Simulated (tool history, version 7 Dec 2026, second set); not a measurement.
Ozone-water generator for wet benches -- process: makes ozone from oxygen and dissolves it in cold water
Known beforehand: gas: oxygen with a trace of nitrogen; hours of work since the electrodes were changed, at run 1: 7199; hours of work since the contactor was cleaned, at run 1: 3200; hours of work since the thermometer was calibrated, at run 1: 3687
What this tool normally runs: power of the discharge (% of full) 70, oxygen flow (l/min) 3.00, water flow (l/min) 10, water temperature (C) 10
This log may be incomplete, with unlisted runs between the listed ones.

| run | hour | power of the discharge (% of full) | oxygen flow (l/min) | water flow (l/min) | water temperature (C) | hours of work since the electrodes were changed | hours of work since the contactor was cleaned | hours of work since the thermometer was calibrated | dissolved ozone (ppm) | ozone in the gas ahead of the water (g/m3) |
|---|---|---|---|---|---|---|---|---|---|---|
| 1 | 0.0 | 70 | 3.00 | 10 | 10 | 7199 | 3200 | 3687 | 23.6 | 185.9 |
| 2 | 99.3 | 70 | 3.00 | 10 | 10 | 7286 | 3287 | 3774 | 23.7 | 184.8 |
| 3 | 229.0 | 70 | 3.00 | 11 | 10 | 7400 | 3401 | 3888 | 22.1 | 187.6 |
| 4 | 327.3 | 70 | 3.00 | 11 | 10 | 7486 | 3487 | 3974 | 22.1 | 184.9 |
| 5 | 484.9 | 70 | 3.00 | 11 | 10 | 7624 | 3625 | 4112 | 22.2 | 185.8 |
| 6 | 706.6 | 70 | 3.00 | 11 | 10 | 7818 | 3819 | 4306 | 22.0 | 184.8 |
| 7 | 890.4 | 70 | 3.00 | 11 | 10 | 7979 | 3980 | 4467 | 21.9 | 186.6 |
| 8 | 1001.0 | 70 | 3.00 | 7 | 10 | 8076 | 4077 | 4564 | 30.5 | 185.5 |
| 9 | 1095.0 | 52 | 3.00 | 7 | 10 | 8158 | 4159 | 4646 | 26.0 | 158.4 |
| 10 | 1204.3 | 70 | 3.00 | 10 | 13 | 8254 | 4255 | 4742 | 22.6 | 186.7 |
|  | 1241.5 | water thermometer calibrated |
| 11 | 1384.0 | 70 | 3.00 | 10 | 13 | 8411 | 4412 | 125 | 22.9 | 187.2 |
| 12 | 1534.0 | 72 | 2.20 | 8 | 8 | 8542 | 4543 | 256 | 30.1 | 232.6 |
| 13 | 1748.2 | 72 | 2.20 | 8 | 8 | 8730 | 4731 | 444 | 29.9 | 234.1 |
| 14 | 1957.7 | 72 | 2.20 | 8 | 8 | 8913 | 4914 | 627 | 30.2 | 233.5 |
| 15 | 2091.4 | 72 | 2.20 | 8 | 8 | 9031 | 5031 | 744 | 29.9 | 232.9 |
| 16 | 2273.5 | 72 | 2.20 | 8 | 8 | 9190 | 5191 | 904 | 30.1 | 233.3 |
| 17 | 2402.8 | 72 | 2.20 | 8 | 10 | 9303 | 5304 | 1017 | 29.3 | 232.3 |
| 18 | 2566.6 | 65 | 2.04 | 10 | 10 | 9447 | 5447 | 1160 | 23.1 | 231.5 |
| 19 | 2789.1 | 94 | 3.50 | 10 | 10 | 9642 | 5642 | 1355 | 27.4 | 197.1 |
| 20 | 3003.5 | 94 | 3.50 | 10 | 10 | 9829 | 5830 | 1543 | 27.2 | 197.6 |
| 21 | 3111.4 | 70 | 3.00 | 11 | 10 | 9924 | 5924 | 1637 | 22.2 | 185.3 |
| 22 | 3278.6 | 70 | 3.00 | 11 | 10 | 10070 | 6071 | 1784 | 22.1 | 185.1 |

Below are 3 alternative next runs, each starting from the tool's condition after run 22. Predict each:
| A | 3459.8 | 70 | 3.00 | 14 | 6 | 10229 | 6230 | 1943 | ? | ? |
| B | 3459.8 | 60 | 1.58 | 10 | 6 | 10229 | 6230 | 1943 | ? | ? |
| C | 3459.8 | 70 | 3.00 | 9 | 15 | 10229 | 6230 | 1943 | ? | ? |

| run | dissolved ozone (ppm) | ozone in the gas ahead of the water (g/m3) |
|---|---|---|
| A | 18.7 | 185.0 |
| B | 23.0 | 265.5 |
| C | 23.7 | 184.6 |
With the hidden condition removed and each run's random variation left untouched, the same runs would have given:
| run | dissolved ozone (ppm) | ozone in the gas ahead of the water (g/m3) |
|---|---|---|
| A | 18.8 | 185.6 |
| B | 23.0 | 266.3 |
| C | 23.8 | 185.2 |

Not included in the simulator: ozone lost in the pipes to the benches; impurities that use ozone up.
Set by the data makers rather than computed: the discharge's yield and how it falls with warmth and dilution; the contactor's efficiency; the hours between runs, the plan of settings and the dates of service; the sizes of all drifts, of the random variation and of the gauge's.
